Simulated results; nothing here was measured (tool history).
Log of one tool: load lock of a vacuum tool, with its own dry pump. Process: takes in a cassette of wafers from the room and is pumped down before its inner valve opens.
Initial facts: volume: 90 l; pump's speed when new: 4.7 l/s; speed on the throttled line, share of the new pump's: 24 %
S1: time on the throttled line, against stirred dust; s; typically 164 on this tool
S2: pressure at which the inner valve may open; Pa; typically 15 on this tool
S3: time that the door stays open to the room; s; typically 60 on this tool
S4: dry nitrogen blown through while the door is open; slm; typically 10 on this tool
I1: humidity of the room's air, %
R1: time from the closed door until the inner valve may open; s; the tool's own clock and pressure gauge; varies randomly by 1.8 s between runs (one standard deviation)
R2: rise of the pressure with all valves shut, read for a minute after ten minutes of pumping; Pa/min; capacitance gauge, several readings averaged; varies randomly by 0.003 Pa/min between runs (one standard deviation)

run,hour,S1,S2,S3,S4,I1,R1,R2
1,0.0,164,15,60,10,44.3,307.5,0.042
2,187.2,164,15,60,10,46.0,306.8,0.050
3,344.8,164,15,60,10,44.9,308.0,0.048
4,445.7,164,14,60,10,44.1,309.0,0.050
5,625.3,164,14,60,10,47.1,310.8,0.047
6,804.6,164,14,60,10,45.9,312.4,0.047
7,963.2,164,14,60,10,44.0,312.5,0.046
8,1142.5,164,15,122,10,42.7,309.4,0.062
9,1295.5,164,15,60,4,47.5,309.2,0.057
10,1394.5,164,15,60,8,44.5,310.8,0.052
11,1516.9,164,15,60,8,45.6,308.2,0.054
12,1637.8,279,29,39,8,45.5,381.3,0.047

Run 13 is up next; what results do you expect?
13,1828.1,164,21,60,10,46.7,?,?

R1: 300.7 s
R2: 0.053 Pa/min
Take away the tool's hidden state, keep the run-to-run variation as it was, and the same run would have given R1 284.6 s, R2 0.045 Pa/min.

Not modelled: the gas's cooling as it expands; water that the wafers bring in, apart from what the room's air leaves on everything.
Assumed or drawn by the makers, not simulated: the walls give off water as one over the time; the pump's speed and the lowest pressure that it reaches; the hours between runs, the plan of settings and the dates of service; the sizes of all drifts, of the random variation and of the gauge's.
